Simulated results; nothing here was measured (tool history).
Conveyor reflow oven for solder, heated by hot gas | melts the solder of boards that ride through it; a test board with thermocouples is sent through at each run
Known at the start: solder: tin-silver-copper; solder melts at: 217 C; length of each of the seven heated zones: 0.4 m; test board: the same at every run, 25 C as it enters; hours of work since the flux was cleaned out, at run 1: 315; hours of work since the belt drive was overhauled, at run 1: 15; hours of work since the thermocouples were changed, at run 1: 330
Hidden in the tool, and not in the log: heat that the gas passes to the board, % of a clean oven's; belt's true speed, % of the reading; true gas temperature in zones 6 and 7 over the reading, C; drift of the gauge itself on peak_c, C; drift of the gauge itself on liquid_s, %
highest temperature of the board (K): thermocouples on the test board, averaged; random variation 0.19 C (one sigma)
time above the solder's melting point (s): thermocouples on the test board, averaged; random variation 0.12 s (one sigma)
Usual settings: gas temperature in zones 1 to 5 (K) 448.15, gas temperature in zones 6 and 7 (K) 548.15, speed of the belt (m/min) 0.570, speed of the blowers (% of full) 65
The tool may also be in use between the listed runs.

run	hour	gas temperature in zones 1 to 5 (K)	gas temperature in zones 6 and 7 (K)	speed of the belt (m/min)	speed of the blowers (% of full)	hours of work since the flux was cleaned out	hours of work since the belt drive was overhauled	hours of work since the thermocouples were changed	highest temperature of the board (K)	time above the solder's melting point (s)
1	0.0	448.15	548.15	0.570	65	315	15	330	529.95	66.5
# hour 14.0: flux residue cleaned out of gas plates and filters
2	17.2	462.15	548.15	0.570	65	2	25	340	534.55	75.7
3	28.0	448.15	544.15	0.570	65	11	33	348	528.25	65.6
4	37.2	448.15	544.15	0.570	65	18	40	355	528.35	66.0
5	49.6	448.15	544.15	0.570	65	27	50	365	527.85	65.8
6	60.6	448.15	540.15	0.570	65	36	58	373	524.45	63.1
7	66.2	448.15	540.15	0.570	65	40	62	377	524.45	63.0
8	79.3	448.15	540.15	0.570	65	50	73	388	524.15	62.6
9	89.5	448.15	540.15	0.570	65	58	80	395	524.15	63.0
10	101.0	448.15	540.15	0.570	65	67	89	404	523.95	63.0
11	113.9	448.15	540.15	0.570	65	77	99	414	524.25	62.8
12	120.1	448.15	540.15	0.570	65	82	104	419	524.25	62.9
13	126.7	448.15	548.15	0.570	65	87	109	424	531.35	67.9
14	137.4	448.15	548.15	0.653	65	95	117	432	526.25	55.2
15	146.0	448.15	548.15	0.653	65	102	124	439	526.25	55.0
16	156.8	448.15	548.15	0.653	65	110	132	447	526.15	55.2
17	170.3	448.15	551.15	0.599	65	121	143	458	531.95	64.9
18	177.8	448.15	540.15	0.570	74	126	149	464	525.75	63.9
19	189.2	455.15	553.15	0.570	82	135	157	472	539.35	75.8

Forecast run 20:
20	196.1	455.15	553.15	0.570	82	140	163	478	?	?

{"run 20": {"highest temperature of the board (K)": 539.05, "time above the solder's melting point (s)": 75.5}}
Without the tool's hidden state the same run would have given highest temperature of the board (K) 540.65, time above the solder's melting point (s) 76.0.
